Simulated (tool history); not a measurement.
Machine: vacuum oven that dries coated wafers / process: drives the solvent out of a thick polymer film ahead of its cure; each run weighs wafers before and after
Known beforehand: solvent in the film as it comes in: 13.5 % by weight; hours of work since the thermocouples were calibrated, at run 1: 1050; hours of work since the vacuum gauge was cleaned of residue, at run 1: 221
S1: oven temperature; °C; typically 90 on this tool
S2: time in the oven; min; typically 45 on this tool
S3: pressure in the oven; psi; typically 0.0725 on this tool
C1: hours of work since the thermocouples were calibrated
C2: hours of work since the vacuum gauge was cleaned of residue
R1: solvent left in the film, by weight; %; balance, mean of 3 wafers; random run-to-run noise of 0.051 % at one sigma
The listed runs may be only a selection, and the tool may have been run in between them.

| run | hour | S1 | S2 | S3 | C1 | C2 | R1 |
|---|---|---|---|---|---|---|---|
| 1 | 0.0 | 90 | 45 | 0.0725 | 1050 | 221 | 1.38 |
| 2 | 22.9 | 90 | 45 | 0.0725 | 1061 | 232 | 1.47 |
| 3 | 64.1 | 83 | 45 | 0.0725 | 1081 | 251 | 2.95 |
| 4 | 112.8 | 83 | 45 | 0.0725 | 1104 | 274 | 2.91 |
| 5 | 145.5 | 83 | 45 | 0.0725 | 1120 | 290 | 2.94 |
|  | 151.0 | vacuum gauge cleaned of residue and calibrated |
| 6 | 192.7 | 83 | 45 | 0.0725 | 1141 | 20 | 2.98 |
| 7 | 217.6 | 83 | 45 | 0.0725 | 1153 | 32 | 3.05 |
| 8 | 249.0 | 83 | 45 | 0.0725 | 1168 | 47 | 3.17 |
| 9 | 286.4 | 83 | 45 | 0.0725 | 1186 | 65 | 3.12 |
| 10 | 308.8 | 105 | 33 | 0.0725 | 1197 | 75 | 0.60 |
|  | 342.2 | vacuum gauge cleaned of residue and calibrated, once more |
| 11 | 354.5 | 103 | 33 | 0.0421 | 1218 | 6 | 0.27 |
| 12 | 395.0 | 103 | 33 | 0.0421 | 1237 | 25 | 0.40 |
| 13 | 434.7 | 95 | 29 | 0.0421 | 1256 | 44 | 1.45 |
| 14 | 463.3 | 86 | 28 | 0.0531 | 1270 | 58 | 3.67 |
| 15 | 502.6 | 104 | 72 | 0.0454 | 1288 | 76 | 0.30 |

Each row is a separate what-if for the run after 15, all from the same tool condition, not one after another. Results?
| A | 547.9 | 82 | 55 | 0.1304 | 1310 | 98 | ? |
| B | 547.9 | 81 | 45 | 0.0725 | 1310 | 98 | ? |
| C | 547.9 | 105 | 72 | 0.2316 | 1310 | 98 | ? |
| D | 547.9 | 83 | 45 | 0.0725 | 1310 | 98 | ? |
| E | 547.9 | 97 | 40 | 0.2618 | 1310 | 98 | ? |

| run | R1 |
|---|---|
| A | 3.09 |
| B | 3.44 |
| C | 0.92 |
| D | 3.00 |
| E | 1.80 |
Without the tool's unlogged condition, the same runs would have read:
| run | R1 |
|---|---|
| A | 2.74 |
| B | 3.06 |
| C | 0.85 |
| D | 2.64 |
| E | 1.63 |

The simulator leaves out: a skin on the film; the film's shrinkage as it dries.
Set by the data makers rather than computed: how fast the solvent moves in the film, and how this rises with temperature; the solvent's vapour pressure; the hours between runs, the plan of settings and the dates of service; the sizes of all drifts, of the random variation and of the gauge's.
